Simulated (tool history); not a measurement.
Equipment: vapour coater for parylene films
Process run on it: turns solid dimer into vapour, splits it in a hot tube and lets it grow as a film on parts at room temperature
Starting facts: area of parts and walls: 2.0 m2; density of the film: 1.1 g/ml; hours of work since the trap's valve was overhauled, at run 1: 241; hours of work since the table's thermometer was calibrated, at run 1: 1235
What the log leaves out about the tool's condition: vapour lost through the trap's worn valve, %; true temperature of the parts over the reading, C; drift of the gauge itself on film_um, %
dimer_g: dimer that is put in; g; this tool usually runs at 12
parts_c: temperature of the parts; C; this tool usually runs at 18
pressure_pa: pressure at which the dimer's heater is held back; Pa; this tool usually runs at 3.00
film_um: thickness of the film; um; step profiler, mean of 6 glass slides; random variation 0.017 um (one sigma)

| run | day | dimer_g | parts_c | pressure_pa | hours of work since the trap's valve was overhauled | hours of work since the table's thermometer was calibrated | film_um |
|---|---|---|---|---|---|---|---|
| 1 | 0.000 | 12 | 18 | 3.00 | 241 | 1235 | 2.55 |
| 2 | 1.362 | 12 | 18 | 3.00 | 259 | 1253 | 2.52 |
|  | 2.758 | table's thermometer calibrated |
| 3 | 3.521 | 12 | 18 | 3.00 | 287 | 10 | 2.52 |
| 4 | 5.696 | 12 | 18 | 3.00 | 316 | 39 | 2.49 |
| 5 | 7.583 | 12 | 18 | 9.85 | 341 | 64 | 2.26 |
| 6 | 8.854 | 12 | 18 | 9.85 | 357 | 80 | 2.22 |
| 7 | 10.667 | 12 | 18 | 3.00 | 381 | 104 | 2.47 |
| 8 | 12.825 | 12 | 18 | 5.54 | 410 | 133 | 2.32 |
| 9 | 14.638 | 12 | 18 | 7.39 | 434 | 157 | 2.27 |
| 10 | 16.596 | 12 | 10 | 3.00 | 459 | 183 | 3.16 |
| 11 | 19.075 | 10 | 10 | 3.00 | 492 | 215 | 2.58 |
| 12 | 21.375 | 10 | 10 | 3.00 | 523 | 246 | 2.56 |
| 13 | 22.388 | 12 | 18 | 3.00 | 536 | 259 | 2.39 |
|  | 22.675 | trap's valve overhauled |
| 14 | 24.662 | 12 | 18 | 3.00 | 26 | 287 | 2.28 |
| 15 | 27.058 | 12 | 18 | 3.00 | 58 | 319 | 2.26 |
| 16 | 29.217 | 12 | 18 | 3.00 | 86 | 347 | 2.25 |
| 17 | 31.646 | 12 | 18 | 3.00 | 118 | 379 | 2.25 |
| 18 | 32.804 | 17 | 18 | 3.32 | 134 | 394 | 3.12 |
|  | 33.942 | trap's valve overhauled, once more |
| 19 | 35.108 | 6 | 18 | 6.53 | 15 | 423 | 1.24 |
| 20 | 37.579 | 6 | 18 | 6.53 | 48 | 455 | 1.22 |
| 21 | 39.612 | 14 | 18 | 7.49 | 75 | 482 | 2.83 |
| 22 | 41.767 | 14 | 18 | 7.49 | 103 | 510 | 2.80 |
| 23 | 43.071 | 12 | 13 | 4.32 | 121 | 528 | 2.94 |
| 24 | 44.196 | 12 | 24 | 2.57 | 135 | 543 | 2.17 |
| 25 | 45.733 | 8 | 11 | 9.03 | 156 | 563 | 1.92 |
| 26 | 47.250 | 21 | 11 | 9.03 | 176 | 583 | 5.07 |
| 27 | 48.525 | 21 | 11 | 9.03 | 193 | 600 | 5.01 |
| 28 | 50.279 | 8 | 13 | 11.93 | 216 | 623 | 1.74 |
| 29 | 51.817 | 8 | 23 | 2.09 | 236 | 643 | 1.51 |
| 30 | 53.896 | 8 | 23 | 2.09 | 263 | 671 | 1.49 |
| 31 | 55.154 | 8 | 13 | 2.76 | 280 | 687 | 2.01 |

Below are 4 alternative next runs, each starting from the tool's condition after run 31. Predict each:
| A | 56.342 | 12 | 18 | 3.29 | 296 | 703 | ? |
| B | 56.342 | 6 | 18 | 3.00 | 296 | 703 | ? |
| C | 56.342 | 11 | 29 | 8.95 | 296 | 703 | ? |
| D | 56.342 | 8 | 18 | 2.90 | 296 | 703 | ? |

| run | film_um |
|---|---|
| A | 2.51 |
| B | 1.26 |
| C | 1.49 |
| D | 1.71 |
What these runs would have given with no unlogged condition in the tool:
| run | film_um |
|---|---|
| A | 2.69 |
| B | 1.35 |
| C | 1.59 |
| D | 1.83 |

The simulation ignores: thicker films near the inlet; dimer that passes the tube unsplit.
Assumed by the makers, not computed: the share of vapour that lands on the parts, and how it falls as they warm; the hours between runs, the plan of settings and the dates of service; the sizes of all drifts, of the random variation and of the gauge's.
